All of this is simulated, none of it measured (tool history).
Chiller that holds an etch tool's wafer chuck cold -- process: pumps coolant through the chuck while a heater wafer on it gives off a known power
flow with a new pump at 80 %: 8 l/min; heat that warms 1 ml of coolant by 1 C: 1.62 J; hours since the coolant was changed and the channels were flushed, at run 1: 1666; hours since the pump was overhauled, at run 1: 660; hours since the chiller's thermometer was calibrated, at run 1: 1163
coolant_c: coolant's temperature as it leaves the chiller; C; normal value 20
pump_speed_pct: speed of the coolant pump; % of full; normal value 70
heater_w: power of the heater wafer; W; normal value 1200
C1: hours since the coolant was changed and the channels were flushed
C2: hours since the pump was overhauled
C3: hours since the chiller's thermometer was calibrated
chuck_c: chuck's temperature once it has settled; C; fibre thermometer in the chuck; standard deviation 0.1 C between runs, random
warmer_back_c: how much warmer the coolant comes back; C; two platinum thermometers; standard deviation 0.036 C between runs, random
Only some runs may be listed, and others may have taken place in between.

{"run": 1, "hour": 0.0, "coolant_c": 20, "pump_speed_pct": 70, "heater_w": 1200, "C1": 1666, "C2": 660, "C3": 1163, "chuck_c": 36.3, "warmer_back_c": 6.5}
{"run": 2, "hour": 61.8, "coolant_c": 20, "pump_speed_pct": 70, "heater_w": 1200, "C1": 1728, "C2": 722, "C3": 1225, "chuck_c": 36.3, "warmer_back_c": 6.51}
{"run": 3, "hour": 100.5, "coolant_c": 17, "pump_speed_pct": 70, "heater_w": 1200, "C1": 1767, "C2": 761, "C3": 1264, "chuck_c": 33.4, "warmer_back_c": 6.56}
{"run": 4, "hour": 131.7, "coolant_c": 17, "pump_speed_pct": 98, "heater_w": 1200, "C1": 1798, "C2": 792, "C3": 1295, "chuck_c": 30.1, "warmer_back_c": 4.61}
{"run": 5, "hour": 163.9, "coolant_c": 17, "pump_speed_pct": 98, "heater_w": 1200, "C1": 1830, "C2": 824, "C3": 1327, "chuck_c": 29.9, "warmer_back_c": 4.58}
{"run": 6, "hour": 191.4, "coolant_c": 17, "pump_speed_pct": 98, "heater_w": 1200, "C1": 1858, "C2": 852, "C3": 1355, "chuck_c": 30.1, "warmer_back_c": 4.59}
{"run": 7, "hour": 232.2, "coolant_c": 20, "pump_speed_pct": 69, "heater_w": 1200, "C1": 1899, "C2": 892, "C3": 1396, "chuck_c": 36.5, "warmer_back_c": 6.63}
{"run": 8, "hour": 293.0, "coolant_c": 20, "pump_speed_pct": 69, "heater_w": 1200, "C1": 1960, "C2": 953, "C3": 1456, "chuck_c": 36.6, "warmer_back_c": 6.67}
{"run": 9, "hour": 322.4, "coolant_c": 20, "pump_speed_pct": 70, "heater_w": 1200, "C1": 1989, "C2": 983, "C3": 1486, "chuck_c": 36.5, "warmer_back_c": 6.52}
{"run": 10, "hour": 369.0, "coolant_c": 20, "pump_speed_pct": 70, "heater_w": 1200, "C1": 2035, "C2": 1029, "C3": 1532, "chuck_c": 36.4, "warmer_back_c": 6.59}
{"run": 11, "hour": 422.0, "coolant_c": 20, "pump_speed_pct": 70, "heater_w": 1200, "C1": 2088, "C2": 1082, "C3": 1585, "chuck_c": 36.6, "warmer_back_c": 6.5}
{"run": 12, "hour": 455.9, "coolant_c": 20, "pump_speed_pct": 70, "heater_w": 1200, "C1": 2122, "C2": 1116, "C3": 1619, "chuck_c": 36.4, "warmer_back_c": 6.54}
{"run": 13, "hour": 483.1, "coolant_c": 20, "pump_speed_pct": 70, "heater_w": 1200, "C1": 2150, "C2": 1143, "C3": 1646, "chuck_c": 36.3, "warmer_back_c": 6.6}
{"run": 14, "hour": 515.1, "coolant_c": 20, "pump_speed_pct": 70, "heater_w": 1200, "C1": 2182, "C2": 1175, "C3": 1678, "chuck_c": 36.7, "warmer_back_c": 6.54}
{"run": 15, "hour": 555.8, "coolant_c": 20, "pump_speed_pct": 70, "heater_w": 1200, "C1": 2222, "C2": 1216, "C3": 1719, "chuck_c": 36.6, "warmer_back_c": 6.55}
{"run": 16, "hour": 581.5, "coolant_c": 20, "pump_speed_pct": 70, "heater_w": 1200, "C1": 2248, "C2": 1242, "C3": 1745, "chuck_c": 36.6, "warmer_back_c": 6.53}
{"run": 17, "hour": 640.0, "coolant_c": 20, "pump_speed_pct": 70, "heater_w": 982, "C1": 2306, "C2": 1300, "C3": 1803, "chuck_c": 33.6, "warmer_back_c": 5.38}
{"run": 18, "hour": 689.7, "coolant_c": 16, "pump_speed_pct": 62, "heater_w": 1200, "C1": 2356, "C2": 1350, "C3": 1853, "chuck_c": 34.1, "warmer_back_c": 7.38}
{"run": 19, "hour": 739.5, "coolant_c": 20, "pump_speed_pct": 65, "heater_w": 820, "C1": 2406, "C2": 1400, "C3": 1903, "chuck_c": 31.9, "warmer_back_c": 4.87}
{"run": 20, "hour": 777.5, "coolant_c": 20, "pump_speed_pct": 65, "heater_w": 820, "C1": 2444, "C2": 1438, "C3": 1941, "chuck_c": 32.0, "warmer_back_c": 4.82}
{"hour": 781.3, "done": "chiller's thermometer calibrated"}
{"run": 21, "hour": 834.6, "coolant_c": 20, "pump_speed_pct": 65, "heater_w": 820, "C1": 2500, "C2": 1494, "C3": 53, "chuck_c": 31.7, "warmer_back_c": 4.79}
{"run": 22, "hour": 878.6, "coolant_c": 23, "pump_speed_pct": 100, "heater_w": 1034, "C1": 2544, "C2": 1538, "C3": 97, "chuck_c": 34.3, "warmer_back_c": 3.93}
{"run": 23, "hour": 935.3, "coolant_c": 13, "pump_speed_pct": 100, "heater_w": 1034, "C1": 2601, "C2": 1594, "C3": 154, "chuck_c": 24.2, "warmer_back_c": 3.93}
{"run": 24, "hour": 964.3, "coolant_c": 14, "pump_speed_pct": 100, "heater_w": 1738, "C1": 2630, "C2": 1623, "C3": 183, "chuck_c": 33.0, "warmer_back_c": 6.57}
{"hour": 974.2, "done": "chiller's thermometer calibrated, once more"}
{"run": 25, "hour": 1015.2, "coolant_c": 14, "pump_speed_pct": 100, "heater_w": 1738, "C1": 2680, "C2": 1673, "C3": 41, "chuck_c": 33.5, "warmer_back_c": 6.6}
{"run": 26, "hour": 1063.6, "coolant_c": 14, "pump_speed_pct": 100, "heater_w": 1738, "C1": 2728, "C2": 1722, "C3": 89, "chuck_c": 33.5, "warmer_back_c": 6.61}
{"run": 27, "hour": 1101.5, "coolant_c": 13, "pump_speed_pct": 65, "heater_w": 1200, "C1": 2766, "C2": 1760, "C3": 127, "chuck_c": 30.9, "warmer_back_c": 7.12}
{"run": 28, "hour": 1149.7, "coolant_c": 19, "pump_speed_pct": 70, "heater_w": 1200, "C1": 2814, "C2": 1808, "C3": 176, "chuck_c": 36.1, "warmer_back_c": 6.58}
{"run": 29, "hour": 1194.6, "coolant_c": 19, "pump_speed_pct": 70, "heater_w": 1699, "C1": 2859, "C2": 1853, "C3": 220, "chuck_c": 43.4, "warmer_back_c": 9.41}
{"run": 30, "hour": 1241.4, "coolant_c": 19, "pump_speed_pct": 70, "heater_w": 1699, "C1": 2906, "C2": 1900, "C3": 267, "chuck_c": 43.5, "warmer_back_c": 9.44}
{"run": 31, "hour": 1268.4, "coolant_c": 13, "pump_speed_pct": 61, "heater_w": 1293, "C1": 2933, "C2": 1927, "C3": 294, "chuck_c": 33.5, "warmer_back_c": 8.27}
{"run": 32, "hour": 1305.3, "coolant_c": 10, "pump_speed_pct": 70, "heater_w": 865, "C1": 2970, "C2": 1963, "C3": 331, "chuck_c": 22.5, "warmer_back_c": 4.77}
{"run": 33, "hour": 1338.8, "coolant_c": 10, "pump_speed_pct": 92, "heater_w": 865, "C1": 3003, "C2": 1997, "C3": 365, "chuck_c": 20.3, "warmer_back_c": 3.59}

What differs in the tool's unlogged condition from the final listed run ahead of each entry between runs to the first listed run following it?
After run 20, before run 21: chiller's thermometer calibrated (hour 781.3)
  heat passed by the chuck's channels, % of clean ones': 88.5 -> 88.3; coolant's true temperature over the reading, C: -0.28 -> -0.36
  difference, measured minus the result without the unlogged condition, chuck_c: +1.0 -> +1.0 C; warmer_back_c: +0.14 -> +0.14 C
After run 24, before run 25: chiller's thermometer calibrated, once more (hour 974.2)
  heat passed by the chuck's channels, % of clean ones': 87.7 -> 87.5; flow at a given pump speed, % of a new pump's: 96.9 -> 96.8; coolant's true temperature over the reading, C: -0.39 -> -0.01
  difference, measured minus the result without the unlogged condition, chuck_c: +1.9 -> +2.3 C; warmer_back_c: +0.21 -> +0.21 C
